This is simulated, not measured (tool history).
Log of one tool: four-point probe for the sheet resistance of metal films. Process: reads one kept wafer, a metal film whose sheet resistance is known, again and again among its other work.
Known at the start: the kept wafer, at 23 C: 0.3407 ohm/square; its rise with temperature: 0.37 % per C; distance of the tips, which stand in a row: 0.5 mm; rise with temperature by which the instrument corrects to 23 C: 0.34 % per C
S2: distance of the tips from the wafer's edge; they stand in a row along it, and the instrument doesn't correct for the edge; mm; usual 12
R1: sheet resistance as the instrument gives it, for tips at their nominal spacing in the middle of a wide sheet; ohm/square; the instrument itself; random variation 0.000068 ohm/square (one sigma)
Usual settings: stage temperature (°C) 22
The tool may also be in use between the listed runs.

run 1 hour=0.0 | stage_temperature_(°C)=22 S2=12 | R1=0.340980
run 2 hour=27.3 | stage_temperature_(°C)=22 S2=12 | R1=0.340862
run 3 hour=43.0 | stage_temperature_(°C)=22 S2=12 | R1=0.340877
run 4 hour=55.5 | stage_temperature_(°C)=22 S2=12 | R1=0.340987
run 5 hour=69.7 | stage_temperature_(°C)=22 S2=12 | R1=0.340916
run 6 hour=96.0 | stage_temperature_(°C)=26 S2=12 | R1=0.341316
run 7 hour=112.7 | stage_temperature_(°C)=26 S2=12 | R1=0.341286
run 8 hour=126.7 | stage_temperature_(°C)=32 S2=12 | R1=0.341808
run 9 hour=139.4 | stage_temperature_(°C)=32 S2=12 | R1=0.341854
run 10 hour=163.8 | stage_temperature_(°C)=32 S2=12 | R1=0.341846
run 11 hour=178.9 | stage_temperature_(°C)=32 S2=12 | R1=0.341876
run 12 hour=208.5 | stage_temperature_(°C)=27 S2=12 | R1=0.341368
run 13 hour=223.1 | stage_temperature_(°C)=22 S2=12 | R1=0.340738
run 14 hour=253.6 | stage_temperature_(°C)=22 S2=12 | R1=0.341001
run 15 hour=283.7 | stage_temperature_(°C)=22 S2=12 | R1=0.340877
run 16 hour=299.7 | stage_temperature_(°C)=22 S2=12 | R1=0.340972
run 17 hour=315.8 | stage_temperature_(°C)=25 S2=10 | R1=0.341286
run 18 hour=339.9 | stage_temperature_(°C)=21 S2=6 | R1=0.341728
run 19 hour=369.0 | stage_temperature_(°C)=28 S2=57 | R1=0.341227
run 20 hour=384.9 | stage_temperature_(°C)=28 S2=57 | R1=0.341278
run 21 hour=413.4 | stage_temperature_(°C)=33 S2=21 | R1=0.341836
run 22 hour=431.2 | stage_temperature_(°C)=18 S2=17 | R1=0.340221
run 23 hour=457.9 | stage_temperature_(°C)=22 S2=8 | R1=0.341195
run 24 hour=484.0 | stage_temperature_(°C)=22 S2=8 | R1=0.341361
run 25 hour=510.3 | stage_temperature_(°C)=21 S2=4 | R1=0.343280
run 26 hour=526.5 | stage_temperature_(°C)=23 S2=26 | R1=0.340798
run 27 hour=552.9 | stage_temperature_(°C)=23 S2=26 | R1=0.340749

5 ways to go on from here, each from the tool as it stands after run 27. What would each give?
run A hour=575.7 | stage_temperature_(°C)=29 S2=11 | R1=?
run B hour=575.7 | stage_temperature_(°C)=30 S2=8 | R1=?
run C hour=575.7 | stage_temperature_(°C)=21 S2=26 | R1=?
run D hour=575.7 | stage_temperature_(°C)=26 S2=5 | R1=?
run E hour=575.7 | stage_temperature_(°C)=22 S2=26 | R1=?

run=A R1=0.341598
run=B R1=0.342086
run=C R1=0.340424
run=D R1=0.342884
run=E R1=0.340610
Without the tool's hidden state the same runs would have given:
run=A R1=0.341647
run=B R1=0.342135
run=C R1=0.340473
run=D R1=0.342933
run=E R1=0.340658
